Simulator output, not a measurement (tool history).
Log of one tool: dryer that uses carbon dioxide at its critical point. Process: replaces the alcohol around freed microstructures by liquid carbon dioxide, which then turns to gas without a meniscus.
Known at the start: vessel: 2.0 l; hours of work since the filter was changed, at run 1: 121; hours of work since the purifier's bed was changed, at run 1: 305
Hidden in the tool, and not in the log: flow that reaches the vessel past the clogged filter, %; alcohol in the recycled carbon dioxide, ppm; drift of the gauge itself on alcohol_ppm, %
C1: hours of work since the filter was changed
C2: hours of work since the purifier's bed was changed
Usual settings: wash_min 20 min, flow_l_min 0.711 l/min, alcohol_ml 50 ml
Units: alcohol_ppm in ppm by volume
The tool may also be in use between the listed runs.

run 1 hour=0 | wash_min=20 flow_l_min=0.711 alcohol_ml=50 | C1=121 C2=305 | alcohol_ppm=148
run 2 hour=21.9 | wash_min=20 flow_l_min=0.711 alcohol_ml=49 | C1=132 C2=316 | alcohol_ppm=142
run 3 hour=55.2 | wash_min=20 flow_l_min=0.711 alcohol_ml=35 | C1=147 C2=332 | alcohol_ppm=133
run 4 hour=97.6 | wash_min=20 flow_l_min=0.711 alcohol_ml=35 | C1=168 C2=352 | alcohol_ppm=150
run 5 hour=135.9 | wash_min=19 flow_l_min=0.711 alcohol_ml=50 | C1=186 C2=370 | alcohol_ppm=185
run 6 hour=153.4 | wash_min=19 flow_l_min=0.711 alcohol_ml=50 | C1=194 C2=378 | alcohol_ppm=181
run 7 hour=178.6 | wash_min=19 flow_l_min=0.711 alcohol_ml=24 | C1=206 C2=390 | alcohol_ppm=165
run 8 hour=218.4 | wash_min=19 flow_l_min=0.711 alcohol_ml=24 | C1=225 C2=409 | alcohol_ppm=181
-- hour=232.8 inlet filter changed
run 9 hour=242 | wash_min=20 flow_l_min=0.711 alcohol_ml=50 | C1=4 C2=420 | alcohol_ppm=177
run 10 hour=277.9 | wash_min=20 flow_l_min=0.711 alcohol_ml=50 | C1=21 C2=437 | alcohol_ppm=170
run 11 hour=303.4 | wash_min=19 flow_l_min=0.711 alcohol_ml=50 | C1=34 C2=449 | alcohol_ppm=196
run 12 hour=323 | wash_min=19 flow_l_min=0.711 alcohol_ml=97 | C1=43 C2=458 | alcohol_ppm=230
run 13 hour=343.9 | wash_min=20 flow_l_min=0.711 alcohol_ml=50 | C1=53 C2=468 | alcohol_ppm=186
run 14 hour=378.9 | wash_min=20 flow_l_min=0.711 alcohol_ml=50 | C1=69 C2=485 | alcohol_ppm=197
run 15 hour=413.8 | wash_min=29 flow_l_min=0.711 alcohol_ml=50 | C1=86 C2=502 | alcohol_ppm=172
run 16 hour=447.7 | wash_min=29 flow_l_min=0.711 alcohol_ml=68 | C1=102 C2=518 | alcohol_ppm=181
-- hour=475.7 purifier's bed changed
run 17 hour=481.6 | wash_min=29 flow_l_min=0.711 alcohol_ml=24 | C1=117 C2=3 | alcohol_ppm=23
run 18 hour=500.6 | wash_min=31 flow_l_min=0.711 alcohol_ml=50 | C1=126 C2=12 | alcohol_ppm=8
run 19 hour=524.5 | wash_min=31 flow_l_min=0.711 alcohol_ml=50 | C1=137 C2=23 | alcohol_ppm=11
run 20 hour=552.4 | wash_min=31 flow_l_min=0.711 alcohol_ml=50 | C1=151 C2=36 | alcohol_ppm=18
run 21 hour=573.5 | wash_min=31 flow_l_min=0.711 alcohol_ml=75 | C1=161 C2=47 | alcohol_ppm=23
run 22 hour=611 | wash_min=31 flow_l_min=0.711 alcohol_ml=75 | C1=178 C2=64 | alcohol_ppm=33
run 23 hour=644.3 | wash_min=31 flow_l_min=0.711 alcohol_ml=75 | C1=194 C2=80 | alcohol_ppm=41
run 24 hour=681.1 | wash_min=20 flow_l_min=0.711 alcohol_ml=42 | C1=212 C2=98 | alcohol_ppm=69
run 25 hour=721.2 | wash_min=20 flow_l_min=0.861 alcohol_ml=34 | C1=231 C2=117 | alcohol_ppm=52
-- hour=724.3 inlet filter changed
run 26 hour=742.5 | wash_min=14 flow_l_min=0.711 alcohol_ml=35 | C1=9 C2=126 | alcohol_ppm=169
run 27 hour=781.9 | wash_min=14 flow_l_min=0.735 alcohol_ml=35 | C1=27 C2=145 | alcohol_ppm=174
run 28 hour=805.1 | wash_min=24 flow_l_min=0.448 alcohol_ml=87 | C1=38 C2=156 | alcohol_ppm=349
run 29 hour=837.6 | wash_min=21 flow_l_min=0.711 alcohol_ml=48 | C1=54 C2=172 | alcohol_ppm=80
run 30 hour=871.1 | wash_min=21 flow_l_min=0.711 alcohol_ml=48 | C1=70 C2=187 | alcohol_ppm=85
run 31 hour=903.4 | wash_min=15 flow_l_min=0.651 alcohol_ml=41 | C1=85 C2=203 | alcohol_ppm=276
run 32 hour=942.8 | wash_min=15 flow_l_min=0.651 alcohol_ml=41 | C1=104 C2=222 | alcohol_ppm=295
run 33 hour=966.7 | wash_min=13 flow_l_min=0.642 alcohol_ml=102 | C1=115 C2=233 | alcohol_ppm=1136
run 34 hour=1000 | wash_min=18 flow_l_min=0.883 alcohol_ml=64 | C1=131 C2=249 | alcohol_ppm=104
run 35 hour=1017.8 | wash_min=12 flow_l_min=0.805 alcohol_ml=64 | C1=139 C2=257 | alcohol_ppm=439
run 36 hour=1059.3 | wash_min=12 flow_l_min=0.805 alcohol_ml=64 | C1=159 C2=277 | alcohol_ppm=471
run 37 hour=1076.9 | wash_min=20 flow_l_min=1.092 alcohol_ml=35 | C1=168 C2=285 | alcohol_ppm=90
run 38 hour=1101.9 | wash_min=20 flow_l_min=0.631 alcohol_ml=67 | C1=179 C2=297 | alcohol_ppm=214
run 39 hour=1135.9 | wash_min=14 flow_l_min=0.506 alcohol_ml=50 | C1=196 C2=313 | alcohol_ppm=1220
run 40 hour=1162.1 | wash_min=24 flow_l_min=0.618 alcohol_ml=50 | C1=208 C2=326 | alcohol_ppm=152
run 41 hour=1181.9 | wash_min=13 flow_l_min=1.136 alcohol_ml=50 | C1=218 C2=335 | alcohol_ppm=137
-- hour=1212.7 inlet filter changed
run 42 hour=1216.4 | wash_min=13 flow_l_min=1.136 alcohol_ml=53 | C1=2 C2=351 | alcohol_ppm=138
run 43 hour=1253.4 | wash_min=20 flow_l_min=0.429 alcohol_ml=119 | C1=19 C2=369 | alcohol_ppm=1188
run 44 hour=1276.6 | wash_min=20 flow_l_min=0.429 alcohol_ml=119 | C1=30 C2=380 | alcohol_ppm=1172
run 45 hour=1312.3 | wash_min=20 flow_l_min=0.618 alcohol_ml=25 | C1=47 C2=397 | alcohol_ppm=168
run 46 hour=1346.6 | wash_min=17 flow_l_min=1.159 alcohol_ml=37 | C1=64 C2=413 | alcohol_ppm=146

How the hidden state differs across the entries between the runs, from the last listed run before each to the first after it:
Between runs 8 and 9: inlet filter changed (hour 232.8)
  flow that reaches the vessel past the clogged filter, %: 90.5 -> 99.7; alcohol in the recycled carbon dioxide, ppm: 144 -> 147.3
  measured less the result without the state, alcohol_ppm: +155 -> +143 ppm by volume
Between runs 16 and 17: purifier's bed changed (hour 475.7)
  flow that reaches the vessel past the clogged filter, %: 95.6 -> 95; alcohol in the recycled carbon dioxide, ppm: 180.7 -> 6.3
  measured less the result without the state, alcohol_ppm: +178 -> +2 ppm by volume
Between runs 25 and 26: inlet filter changed (hour 724.3)
  flow that reaches the vessel past the clogged filter, %: 90.4 -> 99.2; alcohol in the recycled carbon dioxide, ppm: 43.4 -> 46.8
  measured less the result without the state, alcohol_ppm: +43 -> +46 ppm by volume
Between runs 41 and 42: inlet filter changed (hour 1212.7)
  flow that reaches the vessel past the clogged filter, %: 90.5 -> 99.9; alcohol in the recycled carbon dioxide, ppm: 116.6 -> 122.1
  measured less the result without the state, alcohol_ppm: +124 -> +117 ppm by volume
